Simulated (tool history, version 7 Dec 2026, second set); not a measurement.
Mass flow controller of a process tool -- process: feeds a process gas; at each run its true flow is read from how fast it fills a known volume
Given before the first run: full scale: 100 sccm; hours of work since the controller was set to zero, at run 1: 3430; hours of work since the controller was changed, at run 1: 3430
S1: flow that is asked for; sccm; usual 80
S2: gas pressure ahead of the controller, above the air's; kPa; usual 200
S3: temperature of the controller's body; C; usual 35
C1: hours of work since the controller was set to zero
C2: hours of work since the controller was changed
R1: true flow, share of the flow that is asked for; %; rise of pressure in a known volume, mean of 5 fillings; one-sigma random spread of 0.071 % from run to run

Run 1, hour 0: usual settings; C1 3430; C2 3430. Result: R1 99.89 %.
Run 2, hour 216.2: usual settings; C1 3588; C2 3588. Result: R1 99.85 %.
Run 3, hour 362.4: usual settings but S1 12 sccm; C1 3694; C2 3694. Result: R1 97.67 %.
Run 4, hour 572.6: usual settings but S1 12 sccm; C1 3848; C2 3848. Result: R1 97.66 %.
Run 5, hour 829.7: usual settings but S1 12 sccm; C1 4035; C2 4035. Result: R1 97.65 %.
Run 6, hour 1028.8: usual settings but S1 12 sccm; C1 4181; C2 4181. Result: R1 97.66 %.
Run 7, hour 1175.4: usual settings but S1 12 sccm; C1 4288; C2 4288. Result: R1 97.7 %.
Run 8, hour 1328.1: usual settings but S1 12 sccm, S2 169 kPa; C1 4399; C2 4399. Result: R1 97.48 %.
Run 9, hour 1480.5: usual settings but S1 10 sccm; C1 4511; C2 4511. Result: R1 97.47 %.
Run 10, hour 1693.6: usual settings but S1 10 sccm; C1 4666; C2 4666. Result: R1 97.43 %.
Run 11, hour 1867.9: usual settings but S1 10 sccm; C1 4793; C2 4793. Result: R1 97.34 %.
Run 12, hour 2054.7: usual settings but S1 10 sccm; C1 4930; C2 4930. Result: R1 97.38 %.
Run 13, hour 2219.9: usual settings but S1 10 sccm; C1 5050; C2 5050. Result: R1 97.28 %.
Run 14, hour 2477.1: usual settings but S1 10 sccm; C1 5238; C2 5238. Result: R1 97.35 %.
Run 15, hour 2715.6: usual settings but S1 10 sccm; C1 5412; C2 5412. Result: R1 97.4 %.
Run 16, hour 2853.6: usual settings but S3 37 C; C1 5513; C2 5513. Result: R1 99.52 %.
Run 17, hour 3028.7: usual settings; C1 5641; C2 5641. Result: R1 99.34 %.
Run 18, hour 3186.5: usual settings but S3 36 C; C1 5756; C2 5756. Result: R1 99.29 %.
Run 19, hour 3325.4: usual settings but S2 202 kPa; C1 5857; C2 5857. Result: R1 99.13 %.
Run 20, hour 3575.8: usual settings but S2 202 kPa; C1 6040; C2 6040. Result: R1 99.31 %.
Run 21, hour 3766.1: usual settings but S2 202 kPa; C1 6179; C2 6179. Result: R1 99.26 %.
Run 22, hour 3927: usual settings but S2 202 kPa; C1 6296; C2 6296. Result: R1 99.19 %.
Run 23, hour 4156.7: usual settings but S2 164 kPa; C1 6464; C2 6464. Result: R1 99.08 %.
Run 24, hour 4283.9: usual settings but S3 22 C; C1 6557; C2 6557. Result: R1 98.55 %.
Run 25, hour 4390.3: usual settings but S3 22 C; C1 6635; C2 6635. Result: R1 98.4 %.
Run 26, hour 4639.2: usual settings but S2 221 kPa, S3 20 C; C1 6816; C2 6816. Result: R1 98.32 %.
Run 27, hour 4887.8: usual settings but S2 202 kPa; C1 6998; C2 6998. Result: R1 98.95 %.
Run 28, hour 5072.7: usual settings but S1 42 sccm, S2 183 kPa, S3 32 C; C1 7133; C2 7133. Result: R1 97.51 %.
Run 29, hour 5331.7: usual settings but S1 47 sccm, S2 183 kPa, S3 29 C; C1 7322; C2 7322. Result: R1 97.51 %.
Run 30, hour 5548.3: usual settings but S1 47 sccm, S2 183 kPa, S3 29 C; C1 7480; C2 7480. Result: R1 97.49 %.
Run 31, hour 5691.9: usual settings but S1 20 sccm, S2 273 kPa, S3 20 C; C1 7585; C2 7585. Result: R1 96.43 %.
Run 32, hour 5919.2: usual settings but S1 20 sccm, S2 273 kPa, S3 26 C; C1 7751; C2 7751. Result: R1 96.57 %.
At hour 6105.6: controller's zero set anew.
At hour 6144.9: gauge calibrated.
Run 33, hour 6144.9: usual settings but S1 84 sccm, S2 268 kPa, S3 39 C; C1 29; C2 7915. Result: R1 100.49 %.
Run 34, hour 6372.5: usual settings but S1 90 sccm, S2 204 kPa, S3 26 C; C1 195; C2 8081. Result: R1 99.64 %.
Run 35, hour 6554.5: usual settings but S1 90 sccm, S2 204 kPa, S3 31 C; C1 328; C2 8214. Result: R1 99.89 %.
Run 36, hour 6659.9: usual settings but S1 22 sccm; C1 405; C2 8291. Result: R1 98.2 %.
Run 37, hour 6835: usual settings but S1 22 sccm; C1 532; C2 8419. Result: R1 97.94 %.
Run 38, hour 6946.5: usual settings but S1 54 sccm, S3 31 C; C1 614; C2 8500. Result: R1 98.69 %.
Run 39, hour 7106.9: usual settings but S1 14 sccm, S2 275 kPa, S3 21 C; C1 731; C2 8617. Result: R1 97.04 %.
Run 40, hour 7260.6: usual settings but S1 20 sccm, S3 33 C; C1 843; C2 8729. Result: R1 97.78 %.
Run 41, hour 7392.7: usual settings but S1 20 sccm, S3 33 C; C1 940; C2 8826. Result: R1 97.61 %.
Run 42, hour 7634.1: usual settings but S1 98 sccm, S2 146 kPa, S3 33 C; C1 1116; C2 9002. Result: R1 99.85 %.
Run 43, hour 7826.3: usual settings but S1 98 sccm, S2 146 kPa, S3 33 C; C1 1256; C2 9142. Result: R1 99.98 %.
Run 44, hour 8007.4: usual settings but S1 11 sccm, S2 222 kPa, S3 24 C; C1 1388; C2 9275. Result: R1 96.69 %.
Run 45, hour 8168.9: usual settings but S1 11 sccm, S2 222 kPa, S3 24 C; C1 1506; C2 9393. Result: R1 96.8 %.

Expected results for the next run?
Run 46, hour 8326.8: usual settings but S1 17 sccm, S3 22 C; C1 1621; C2 9508. Result: R1 ?.

Run 46 produced R1 96.77 %.
Minus the tool's unlogged condition, the same run would have read R1 97.18 %.
